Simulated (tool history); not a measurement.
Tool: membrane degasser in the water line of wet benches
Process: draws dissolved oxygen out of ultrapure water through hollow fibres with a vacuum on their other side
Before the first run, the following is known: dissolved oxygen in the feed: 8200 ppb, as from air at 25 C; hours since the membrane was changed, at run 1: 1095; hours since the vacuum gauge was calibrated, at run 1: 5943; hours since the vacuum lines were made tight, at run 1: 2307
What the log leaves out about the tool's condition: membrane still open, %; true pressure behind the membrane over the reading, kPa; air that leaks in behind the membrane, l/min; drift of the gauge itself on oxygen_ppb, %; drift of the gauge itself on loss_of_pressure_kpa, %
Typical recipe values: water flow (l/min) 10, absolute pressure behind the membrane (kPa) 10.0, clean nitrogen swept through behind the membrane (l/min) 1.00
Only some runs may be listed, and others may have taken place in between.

run     day  water flow (l/min)  absolute pressure behind the membrane (kPa)  clean nitrogen swept through behind the membrane (l/min)  hours since the membrane was changed  hours since the vacuum gauge was calibrated  hours since the vacuum lines were made tight  dissolved oxygen in the water behind the degasser (ppb)  pressure that the water loses in the fibres (kPa)
  1   0.000                  10                                         10.0                                                      1.00                                  1095                                         5943                                          2307                                                    191.6                                              28.66
  2   5.029                  10                                         10.0                                                      1.00                                  1216                                         6063                                          2428                                                    190.8                                              28.90
  3  10.933                  10                                         10.0                                                      1.28                                  1358                                         6205                                          2570                                                    157.2                                              28.66
  4  17.542                  10                                         10.0                                                      1.28                                  1516                                         6364                                          2728                                                    158.4                                              28.78
     19.021  -- vacuum gauge calibrated
  5  21.062                  10                                         10.0                                                      1.00                                  1600                                           49                                          2812                                                    182.3                                              28.86
  6  25.250                  10                                         10.0                                                      1.00                                  1701                                          150                                          2913                                                    184.7                                              28.77
  7  28.350                  10                                         10.0                                                      1.00                                  1775                                          224                                          2987                                                    184.1                                              29.00
  8  32.750                  10                                         10.0                                                      1.00                                  1881                                          329                                          3093                                                    184.8                                              28.74
  9  36.821                  10                                         10.0                                                      1.00                                  1979                                          427                                          3190                                                    185.6                                              28.93
 10  42.162                  10                                         10.0                                                      1.00                                  2107                                          555                                          3318                                                    183.7                                              28.68
 11  48.700                   8                                         10.0                                                      1.00                                  2264                                          712                                          3475                                                    140.9                                              23.07
 12  53.825                  12                                         15.3                                                      1.00                                  2387                                          835                                          3598                                                    383.3                                              34.76
 13  60.421                  12                                         15.3                                                      1.00                                  2545                                          994                                          3757                                                    382.6                                              34.61
 14  65.421                  11                                         17.6                                                      0.70                                  2665                                         1114                                          3877                                                    537.7                                              31.70
 15  68.621                  14                                         10.0                                                      0.81                                  2742                                         1190                                          3953                                                    359.9                                              40.54
 16  75.029                  14                                         10.0                                                      0.81                                  2895                                         1344                                          4107                                                    361.4                                              40.46
 17  81.033                  14                                          8.0                                                      0.61                                  3040                                         1488                                          4251                                                    346.7                                              40.64
 18  85.133                  14                                         13.0                                                      0.61                                  3138                                         1587                                          4350                                                    579.9                                              40.30
 19  90.104                  14                                         13.0                                                      0.61                                  3257                                         1706                                          4469                                                    562.7                                              40.73

Below are 4 alternative next runs, each starting from the tool's condition after run 19. Predict each:
  A  95.571                  14                                         24.1                                                      0.89                                  3389                                         1837                                          4600                                                        ?                                                  ?
  B  95.571                  16                                         22.4                                                      1.00                                  3389                                         1837                                          4600                                                        ?                                                  ?
  C  95.571                   8                                          7.5                                                      2.03                                  3389                                         1837                                          4600                                                        ?                                                  ?
  D  95.571                  16                                          8.4                                                      0.49                                  3389                                         1837                                          4600                                                        ?                                                  ?

run  dissolved oxygen in the water behind the degasser (ppb)  pressure that the water loses in the fibres (kPa)
  A                                                    808.8                                              40.61
  B                                                    808.4                                              46.13
  C                                                     51.9                                              23.29
  D                                                    507.8                                              46.60
Had the tool no hidden state, the same runs would have come out as:
run  dissolved oxygen in the water behind the degasser (ppb)  pressure that the water loses in the fibres (kPa)
  A                                                    782.4                                              39.97
  B                                                    782.8                                              45.40
  C                                                     47.5                                              22.92
  D                                                    489.0                                              45.87

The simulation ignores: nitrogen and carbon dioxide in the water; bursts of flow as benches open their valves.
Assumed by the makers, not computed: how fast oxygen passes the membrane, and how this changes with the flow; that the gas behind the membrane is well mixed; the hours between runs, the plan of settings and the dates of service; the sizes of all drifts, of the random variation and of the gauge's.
